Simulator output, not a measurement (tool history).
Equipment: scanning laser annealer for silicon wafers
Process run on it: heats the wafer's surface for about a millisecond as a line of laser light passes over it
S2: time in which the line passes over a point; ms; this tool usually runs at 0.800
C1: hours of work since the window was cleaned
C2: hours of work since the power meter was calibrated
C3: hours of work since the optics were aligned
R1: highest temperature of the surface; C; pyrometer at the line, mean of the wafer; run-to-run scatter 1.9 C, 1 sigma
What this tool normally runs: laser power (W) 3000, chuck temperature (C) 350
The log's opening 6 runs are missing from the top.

run 7 hour=218.4 | laser_power_(W)=3000 S2=0.800 chuck_temperature_(C)=350 | C1=682 C2=298 C3=501 | R1=1052
run 8 hour=242.5 | laser_power_(W)=3000 S2=0.800 chuck_temperature_(C)=350 | C1=692 C2=308 C3=510 | R1=1049
run 9 hour=292.8 | laser_power_(W)=3000 S2=0.800 chuck_temperature_(C)=350 | C1=712 C2=328 C3=531 | R1=1052
run 10 hour=326.0 | laser_power_(W)=3000 S2=0.800 chuck_temperature_(C)=350 | C1=726 C2=342 C3=545 | R1=1051
run 11 hour=368.8 | laser_power_(W)=3000 S2=0.800 chuck_temperature_(C)=350 | C1=743 C2=359 C3=562 | R1=1050
run 12 hour=420.1 | laser_power_(W)=3000 S2=0.800 chuck_temperature_(C)=350 | C1=764 C2=380 C3=583 | R1=1047
run 13 hour=463.5 | laser_power_(W)=3000 S2=0.800 chuck_temperature_(C)=350 | C1=782 C2=398 C3=601 | R1=1048
run 14 hour=491.5 | laser_power_(W)=3000 S2=0.800 chuck_temperature_(C)=350 | C1=794 C2=410 C3=612 | R1=1048
run 15 hour=513.7 | laser_power_(W)=3000 S2=0.800 chuck_temperature_(C)=350 | C1=803 C2=419 C3=622 | R1=1044
run 16 hour=538.6 | laser_power_(W)=3000 S2=0.800 chuck_temperature_(C)=350 | C1=813 C2=429 C3=632 | R1=1048
-- hour=573.7 window over the wafer cleaned
run 17 hour=579.7 | laser_power_(W)=3000 S2=0.800 chuck_temperature_(C)=350 | C1=2 C2=445 C3=648 | R1=1077
run 18 hour=629.2 | laser_power_(W)=3000 S2=0.800 chuck_temperature_(C)=350 | C1=23 C2=465 C3=668 | R1=1079
run 19 hour=657.1 | laser_power_(W)=3000 S2=0.800 chuck_temperature_(C)=350 | C1=34 C2=477 C3=680 | R1=1078
run 20 hour=706.1 | laser_power_(W)=3000 S2=0.800 chuck_temperature_(C)=350 | C1=54 C2=497 C3=700 | R1=1074
run 21 hour=752.2 | laser_power_(W)=3000 S2=0.800 chuck_temperature_(C)=350 | C1=73 C2=516 C3=718 | R1=1079
run 22 hour=785.3 | laser_power_(W)=2651 S2=0.893 chuck_temperature_(C)=372 | C1=87 C2=529 C3=732 | R1=1052
run 23 hour=807.3 | laser_power_(W)=3161 S2=0.961 chuck_temperature_(C)=362 | C1=96 C2=538 C3=741 | R1=1183
run 24 hour=853.7 | laser_power_(W)=2591 S2=0.800 chuck_temperature_(C)=350 | C1=115 C2=557 C3=760 | R1=984
run 25 hour=895.9 | laser_power_(W)=2591 S2=0.927 chuck_temperature_(C)=350 | C1=132 C2=575 C3=777 | R1=1026
run 26 hour=925.5 | laser_power_(W)=3000 S2=0.837 chuck_temperature_(C)=350 | C1=144 C2=587 C3=789 | R1=1084
run 27 hour=958.2 | laser_power_(W)=3000 S2=0.800 chuck_temperature_(C)=336 | C1=158 C2=600 C3=803 | R1=1056
run 28 hour=997.1 | laser_power_(W)=3204 S2=0.800 chuck_temperature_(C)=377 | C1=174 C2=616 C3=819 | R1=1139

Run 29 has not been measured yet. What should we expect?
run 29 hour=1025.0 | laser_power_(W)=3009 S2=0.662 chuck_temperature_(C)=354 | C1=185 C2=628 C3=830 | R1=?

R1: 1018 C
Were there no unlogged condition in the tool, this run, its random variation unchanged, would have produced R1 1037 C.
